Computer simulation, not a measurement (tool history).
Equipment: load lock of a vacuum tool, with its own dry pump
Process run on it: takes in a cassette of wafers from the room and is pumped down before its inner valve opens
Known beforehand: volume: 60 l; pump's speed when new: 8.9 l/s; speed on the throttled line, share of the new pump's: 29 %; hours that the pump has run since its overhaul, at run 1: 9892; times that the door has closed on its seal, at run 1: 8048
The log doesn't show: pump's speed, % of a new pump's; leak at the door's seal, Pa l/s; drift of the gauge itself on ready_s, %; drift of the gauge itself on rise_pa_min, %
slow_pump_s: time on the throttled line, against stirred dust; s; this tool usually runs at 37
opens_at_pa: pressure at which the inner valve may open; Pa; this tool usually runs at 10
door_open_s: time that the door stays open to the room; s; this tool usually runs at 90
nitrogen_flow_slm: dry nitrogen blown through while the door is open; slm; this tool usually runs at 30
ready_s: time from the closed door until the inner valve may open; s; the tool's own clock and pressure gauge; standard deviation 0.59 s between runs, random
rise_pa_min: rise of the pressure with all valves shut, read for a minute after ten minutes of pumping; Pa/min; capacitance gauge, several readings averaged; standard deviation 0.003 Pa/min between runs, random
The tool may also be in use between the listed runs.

| run | hour | slow_pump_s | opens_at_pa | door_open_s | nitrogen_flow_slm | hours that the pump has run since its overhaul | times that the door has closed on its seal | incoming humidity of the room's air, % | ready_s | rise_pa_min |
|---|---|---|---|---|---|---|---|---|---|---|
| 1 | 0 | 37 | 10 | 90 | 30 | 9892 | 8048 | 44.7 | 101.2 | 0.033 |
| 2 | 75 | 37 | 10 | 90 | 30 | 9967 | 8237 | 44.3 | 101.4 | 0.041 |
| 3 | 151 | 37 | 10 | 90 | 30 | 10043 | 8429 | 42.8 | 100.7 | 0.035 |
|  | 175.8 | dry pump taken out, an overhauled one fitted |
| 4 | 242.6 | 34 | 10 | 90 | 30 | 67 | 8645 | 44.1 | 86.4 | 0.033 |
| 5 | 339 | 37 | 10 | 90 | 30 | 163 | 8888 | 45.4 | 89.8 | 0.035 |
| 6 | 443.1 | 37 | 10 | 90 | 30 | 267 | 9150 | 44.5 | 88.9 | 0.034 |
| 7 | 526.4 | 37 | 10 | 90 | 30 | 351 | 9360 | 44.6 | 88 | 0.037 |
| 8 | 630.3 | 37 | 10 | 90 | 30 | 455 | 9622 | 44.3 | 90 | 0.035 |
| 9 | 716.7 | 37 | 10 | 90 | 30 | 541 | 9840 | 49.8 | 89.7 | 0.039 |
| 10 | 786.4 | 55 | 10 | 90 | 30 | 611 | 10016 | 42.1 | 102.3 | 0.041 |
| 11 | 848.5 | 23 | 20 | 90 | 30 | 673 | 10173 | 48.2 | 74.6 | 0.046 |
| 12 | 916.5 | 23 | 20 | 90 | 30 | 741 | 10344 | 48 | 74.9 | 0.045 |
| 13 | 984.9 | 23 | 20 | 71 | 30 | 809 | 10517 | 44.2 | 75 | 0.039 |
| 14 | 1033.6 | 23 | 20 | 62 | 12 | 858 | 10640 | 45 | 75.3 | 0.046 |
| 15 | 1101.1 | 28 | 9 | 87 | 9 | 925 | 10810 | 42.2 | 84.7 | 0.043 |

Forecast each of these 3 alternatives for the next run:
| A | 1189 | 37 | 10 | 60 | 5 | 1013 | 11032 | 44.2 | ? | ? |
| B | 1189 | 28 | 18 | 80 | 9 | 1013 | 11032 | 44.3 | ? | ? |
| C | 1189 | 22 | 10 | 57 | 17 | 1013 | 11032 | 49.2 | ? | ? |

| run | ready_s | rise_pa_min |
|---|---|---|
| A | 90.4 | 0.051 |
| B | 80.2 | 0.05 |
| C | 80 | 0.045 |
Stripped of hidden state, with their random variation kept, the same runs would have yielded:
| run | ready_s | rise_pa_min |
|---|---|---|
| A | 89.5 | 0.029 |
| B | 79.4 | 0.028 |
| C | 79.1 | 0.023 |
